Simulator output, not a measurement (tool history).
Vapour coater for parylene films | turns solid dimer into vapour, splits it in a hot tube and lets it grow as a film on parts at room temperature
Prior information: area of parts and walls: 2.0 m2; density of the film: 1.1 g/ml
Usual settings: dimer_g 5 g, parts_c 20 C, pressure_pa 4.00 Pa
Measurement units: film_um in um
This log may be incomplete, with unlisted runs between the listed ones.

run,hour,dimer_g,parts_c,pressure_pa,film_um
1,0.0,5,20,4.00,1.427
2,29.2,5,20,4.00,1.493
3,48.5,5,20,4.00,1.485
4,88.8,5,20,4.00,1.477
5,111.7,8,20,4.00,2.360
6,142.4,8,20,4.00,2.347
7,168.6,8,20,4.00,2.351
8,188.7,3,20,4.00,0.879
9,209.3,3,20,4.00,0.864
10,227.6,5,20,4.00,1.457
11,260.6,5,20,2.66,1.580
12,285.2,5,20,2.66,1.650
13,308.9,5,20,2.66,1.653
14,343.9,5,18,2.66,1.760
15,366.9,5,23,4.00,1.315
16,399.8,5,23,4.00,1.311
17,439.9,5,23,4.00,1.297
18,478.6,5,23,4.00,1.304
19,497.8,5,20,4.00,1.459
20,537.0,5,20,4.00,1.521
21,562.0,5,20,4.00,1.509
22,590.5,5,20,4.00,1.489
23,629.4,5,20,4.00,1.424
24,664.0,5,20,4.00,1.424
25,687.2,5,20,3.73,1.428
26,722.9,3,18,2.26,1.040
27,747.1,3,18,2.26,1.036
28,776.3,6,25,5.37,1.353
29,816.4,8,13,4.00,3.058
30,853.0,5,20,3.75,1.483
31,881.5,5,20,3.75,1.462
32,905.0,4,14,6.14,1.325
33,936.7,6,25,5.47,1.319
34,966.1,6,16,3.14,2.091
35,1004.0,6,16,3.14,2.089
36,1032.7,6,16,3.14,2.167
37,1051.5,3,22,3.16,0.851
38,1091.9,8,16,10.43,2.157
39,1123.4,5,15,3.72,1.779
40,1142.1,5,18,3.29,1.627
41,1179.6,3,19,3.83,0.900
42,1214.2,3,19,3.83,0.894
43,1243.7,3,19,3.83,0.894
44,1287.8,3,15,9.12,0.888
45,1305.2,5,29,7.62,0.892
46,1335.7,7,16,11.35,1.890
47,1353.4,7,16,11.35,1.882

Taken out of this log: 7 entries between the listed runs. Where each belongs, and how the hidden state differs across it:
After run 1, before run 2: trap's valve overhauled (hour 23.5)
  vapour lost through the trap's worn valve, %: 4.7 -> 0.6; true temperature of the parts over the reading, C: -0.72 -> -0.74
  measured value less the no-hidden-state value, film_um: -0.029 -> +0.034 um
After run 11, before run 12: trap's valve overhauled (hour 270.2)
  vapour lost through the trap's worn valve, %: 4.6 -> 0.5; true temperature of the parts over the reading, C: -0.88 -> -0.9
  measured value less the no-hidden-state value, film_um: -0.020 -> +0.048 um
After run 19, before run 20: trap's valve overhauled (hour 517.8)
  vapour lost through the trap's worn valve, %: 4.3 -> 0.8; true temperature of the parts over the reading, C: -1.03 -> -1.05
  measured value less the no-hidden-state value, film_um: -0.005 -> +0.050 um
After run 22, before run 23: table's thermometer calibrated (hour 618.4)
  vapour lost through the trap's worn valve, %: 1.7 -> 2.4; true temperature of the parts over the reading, C: -1.09 -> -0.02
  measured value less the no-hidden-state value, film_um: +0.036 -> -0.035 um
After run 27, before run 28: trap's valve overhauled (hour 767.3)
  vapour lost through the trap's worn valve, %: 4.5 -> 0.2; true temperature of the parts over the reading, C: -0.09 -> -0.11
  measured value less the no-hidden-state value, film_um: -0.045 -> +0.003 um
After run 35, before run 36: trap's valve overhauled (hour 1014.0)
  vapour lost through the trap's worn valve, %: 4.1 -> 0.9; true temperature of the parts over the reading, C: -0.26 -> -0.27
  measured value less the no-hidden-state value, film_um: -0.069 -> +0.003 um
After run 43, before run 44: trap's valve overhauled (hour 1262.1)
  vapour lost through the trap's worn valve, %: 4.6 -> 0.5; true temperature of the parts over the reading, C: -0.41 -> -0.43
  measured value less the no-hidden-state value, film_um: -0.028 -> +0.010 um
